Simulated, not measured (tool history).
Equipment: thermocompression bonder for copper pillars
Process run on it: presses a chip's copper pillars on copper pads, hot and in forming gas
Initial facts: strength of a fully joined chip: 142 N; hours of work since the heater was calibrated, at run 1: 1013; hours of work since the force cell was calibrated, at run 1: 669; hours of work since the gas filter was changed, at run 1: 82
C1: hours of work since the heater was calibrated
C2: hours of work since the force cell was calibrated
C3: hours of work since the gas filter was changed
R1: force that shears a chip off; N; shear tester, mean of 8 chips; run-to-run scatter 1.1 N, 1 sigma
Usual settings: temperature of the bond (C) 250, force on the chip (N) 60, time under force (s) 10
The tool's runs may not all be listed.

run 1 hour=0 | temperature_of_the_bond_(C)=250 force_on_the_chip_(N)=60 time_under_force_(s)=10 | C1=1013 C2=669 C3=82 | R1=88
run 2 hour=23.4 | temperature_of_the_bond_(C)=250 force_on_the_chip_(N)=60 time_under_force_(s)=10 | C1=1030 C2=687 C3=100 | R1=86.4
run 3 hour=37.7 | temperature_of_the_bond_(C)=250 force_on_the_chip_(N)=60 time_under_force_(s)=10 | C1=1041 C2=697 C3=110 | R1=86
run 4 hour=54.2 | temperature_of_the_bond_(C)=250 force_on_the_chip_(N)=60 time_under_force_(s)=10 | C1=1053 C2=709 C3=122 | R1=85.3
run 5 hour=66.8 | temperature_of_the_bond_(C)=250 force_on_the_chip_(N)=60 time_under_force_(s)=10 | C1=1062 C2=719 C3=132 | R1=83.8
run 6 hour=82.2 | temperature_of_the_bond_(C)=250 force_on_the_chip_(N)=60 time_under_force_(s)=10 | C1=1073 C2=730 C3=143 | R1=86.8
run 7 hour=98.5 | temperature_of_the_bond_(C)=250 force_on_the_chip_(N)=60 time_under_force_(s)=10 | C1=1086 C2=742 C3=155 | R1=84.5
run 8 hour=126.1 | temperature_of_the_bond_(C)=250 force_on_the_chip_(N)=60 time_under_force_(s)=5 | C1=1106 C2=763 C3=175 | R1=67.4
run 9 hour=150.6 | temperature_of_the_bond_(C)=250 force_on_the_chip_(N)=60 time_under_force_(s)=5 | C1=1124 C2=781 C3=194 | R1=66.6
run 10 hour=170.9 | temperature_of_the_bond_(C)=250 force_on_the_chip_(N)=60 time_under_force_(s)=10 | C1=1139 C2=796 C3=209 | R1=81.5
-- hour=181.9 forming gas filter changed
run 11 hour=188.3 | temperature_of_the_bond_(C)=250 force_on_the_chip_(N)=60 time_under_force_(s)=10 | C1=1151 C2=808 C3=5 | R1=89.7
run 12 hour=209.1 | temperature_of_the_bond_(C)=250 force_on_the_chip_(N)=60 time_under_force_(s)=10 | C1=1167 C2=824 C3=20 | R1=87.5
run 13 hour=232.4 | temperature_of_the_bond_(C)=250 force_on_the_chip_(N)=60 time_under_force_(s)=10 | C1=1184 C2=841 C3=37 | R1=87.7
run 14 hour=253.3 | temperature_of_the_bond_(C)=250 force_on_the_chip_(N)=60 time_under_force_(s)=10 | C1=1200 C2=856 C3=53 | R1=87
run 15 hour=270.2 | temperature_of_the_bond_(C)=250 force_on_the_chip_(N)=60 time_under_force_(s)=10 | C1=1212 C2=869 C3=65 | R1=84.3
run 16 hour=299.2 | temperature_of_the_bond_(C)=250 force_on_the_chip_(N)=60 time_under_force_(s)=10 | C1=1233 C2=890 C3=87 | R1=86.6
run 17 hour=318.5 | temperature_of_the_bond_(C)=250 force_on_the_chip_(N)=57 time_under_force_(s)=10 | C1=1248 C2=904 C3=101 | R1=82.5
run 18 hour=340.9 | temperature_of_the_bond_(C)=250 force_on_the_chip_(N)=60 time_under_force_(s)=17 | C1=1264 C2=921 C3=117 | R1=99.7
run 19 hour=365.8 | temperature_of_the_bond_(C)=250 force_on_the_chip_(N)=60 time_under_force_(s)=17 | C1=1283 C2=939 C3=136 | R1=97.2
run 20 hour=383.4 | temperature_of_the_bond_(C)=250 force_on_the_chip_(N)=60 time_under_force_(s)=10 | C1=1296 C2=952 C3=149 | R1=83
run 21 hour=397.7 | temperature_of_the_bond_(C)=248 force_on_the_chip_(N)=74 time_under_force_(s)=20 | C1=1306 C2=963 C3=159 | R1=103.3

The next listed run, before its measurement:
run 22 hour=414.5 | temperature_of_the_bond_(C)=248 force_on_the_chip_(N)=74 time_under_force_(s)=20 | C1=1319 C2=975 C3=172 | R1=?

Run 22 measured R1 104.6 N.
With no hidden state in the tool, this same run would have given R1 118.9 N.
